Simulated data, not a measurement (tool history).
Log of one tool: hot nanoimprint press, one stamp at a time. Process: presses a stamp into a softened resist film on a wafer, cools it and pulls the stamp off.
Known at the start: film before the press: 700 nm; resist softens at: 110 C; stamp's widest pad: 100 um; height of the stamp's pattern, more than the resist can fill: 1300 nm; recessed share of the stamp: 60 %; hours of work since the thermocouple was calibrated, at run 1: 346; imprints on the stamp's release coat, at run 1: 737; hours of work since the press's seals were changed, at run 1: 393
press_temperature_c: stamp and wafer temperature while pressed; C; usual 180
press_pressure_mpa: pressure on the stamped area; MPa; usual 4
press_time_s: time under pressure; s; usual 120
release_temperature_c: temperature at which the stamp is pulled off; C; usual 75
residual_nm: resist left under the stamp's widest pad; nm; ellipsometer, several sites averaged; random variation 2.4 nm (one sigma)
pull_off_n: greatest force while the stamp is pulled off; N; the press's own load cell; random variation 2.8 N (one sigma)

| run | hour | press_temperature_c | press_pressure_mpa | press_time_s | release_temperature_c | hours of work since the thermocouple was calibrated | imprints on the stamp's release coat | hours of work since the press's seals were changed | residual_nm | pull_off_n |
|---|---|---|---|---|---|---|---|---|---|---|
| 1 | 0 | 180 | 4 | 120 | 75 | 346 | 737 | 393 | 408 | 187 |
| 2 | 48.2 | 180 | 6.06 | 120 | 75 | 380 | 994 | 427 | 347 | 189 |
|  | 78.1 | stamp cleaned and given a new release coat |
| 3 | 94.7 | 180 | 5.44 | 120 | 75 | 408 | 89 | 456 | 366.4 | 180 |
| 4 | 140 | 180 | 5.44 | 120 | 75 | 441 | 331 | 488 | 365.7 | 183 |
|  | 177.8 | plate thermocouple calibrated |
| 5 | 191.1 | 185 | 4 | 120 | 75 | 9 | 588 | 522 | 335.2 | 184 |
| 6 | 215.4 | 185 | 4 | 120 | 75 | 27 | 718 | 540 | 330.6 | 183 |
| 7 | 252.7 | 180 | 4 | 232 | 75 | 53 | 917 | 566 | 319 | 180 |
| 8 | 284.6 | 180 | 4 | 232 | 75 | 76 | 1088 | 589 | 316 | 183 |
|  | 297.4 | stamp cleaned and given a new release coat |
| 9 | 332.8 | 180 | 4 | 232 | 75 | 106 | 189 | 618 | 320.7 | 173 |
| 10 | 374.5 | 180 | 4 | 120 | 75 | 135 | 412 | 648 | 406.8 | 181 |
| 11 | 416.2 | 180 | 4 | 120 | 75 | 165 | 635 | 678 | 404.5 | 187 |
| 12 | 454.9 | 180 | 4 | 120 | 75 | 192 | 841 | 705 | 404.3 | 185 |
| 13 | 487.1 | 180 | 4 | 120 | 75 | 215 | 1014 | 728 | 411.9 | 191 |
|  | 514.5 | stamp cleaned and given a new release coat |
| 14 | 529.7 | 180 | 4 | 120 | 75 | 241 | 81 | 754 | 411.9 | 172 |
| 15 | 557.4 | 180 | 4 | 120 | 75 | 261 | 229 | 773 | 408.5 | 172 |
| 16 | 602.9 | 183 | 4 | 187 | 65 | 293 | 473 | 806 | 317.4 | 232 |
| 17 | 646 | 186 | 3.49 | 120 | 75 | 323 | 703 | 836 | 351.8 | 185 |
| 18 | 688.4 | 186 | 3.49 | 120 | 75 | 353 | 930 | 866 | 359.5 | 188 |
|  | 729.9 | stamp cleaned and given a new release coat |
| 19 | 744.4 | 186 | 6.3 | 120 | 61 | 389 | 77 | 902 | 280 | 243 |
| 20 | 794 | 185 | 3.84 | 70 | 61 | 424 | 343 | 937 | 425.2 | 250 |
| 21 | 816.8 | 179 | 4 | 120 | 75 | 440 | 464 | 953 | 434.5 | 184 |
| 22 | 850 | 179 | 4 | 120 | 75 | 464 | 642 | 977 | 435.8 | 184 |
|  | 857.6 | plate thermocouple calibrated |
| 23 | 885.7 | 179 | 4 | 120 | 75 | 20 | 817 | 1000 | 420 | 178 |
| 24 | 912.1 | 182 | 5.76 | 126 | 82 | 39 | 958 | 1018 | 319.5 | 149 |
| 25 | 936.2 | 175 | 5.61 | 69 | 76 | 56 | 1086 | 1036 | 498 | 181 |
|  | 950.6 | stamp cleaned and given a new release coat |
| 26 | 984.5 | 180 | 6.1 | 166 | 75 | 86 | 181 | 1066 | 310.6 | 174 |
| 27 | 1025.3 | 180 | 6.1 | 166 | 75 | 115 | 400 | 1094 | 310.9 | 182 |
| 28 | 1073.6 | 180 | 5.22 | 233 | 75 | 149 | 658 | 1129 | 290.4 | 188 |
| 29 | 1095.5 | 180 | 5.22 | 233 | 65 | 164 | 775 | 1144 | 289.9 | 231 |

Some steps in residual_nm between neighbouring runs. How much of each would the tool show without its hidden state too (settings, what came in, random variation), and how much is left for the hidden state, with any gauge scatter that isn't in both results?
The hidden state here: true temperature over the reading, C; pressure that arrives at the usual setting, %; grip of the stamp's worn release coat, % over a new coat's; drift of the gauge itself on residual_nm, %; drift of the gauge itself on pull_off_n, %.
Run 4 -> 5: press_temperature_c 180 -> 185, press_pressure_mpa 5.44 -> 4, plate thermocouple calibrated. residual_nm -30.5 nm: hidden state -18.1, all else -12.4.
Run 22 -> 23: plate thermocouple calibrated. residual_nm -15.8 nm: hidden state -17.6, all else +1.8.
Run 24 -> 25: press_temperature_c 182 -> 175, press_pressure_mpa 5.76 -> 5.61, press_time_s 126 -> 69, release_temperature_c 82 -> 76. residual_nm +178.5 nm: hidden state +1.4, all else +177.1.
Run 25 -> 26: press_temperature_c 175 -> 180, press_pressure_mpa 5.61 -> 6.1, press_time_s 69 -> 166, release_temperature_c 76 -> 75, stamp cleaned and given a new release coat. residual_nm -187.4 nm: hidden state +1.9, all else -189.3.
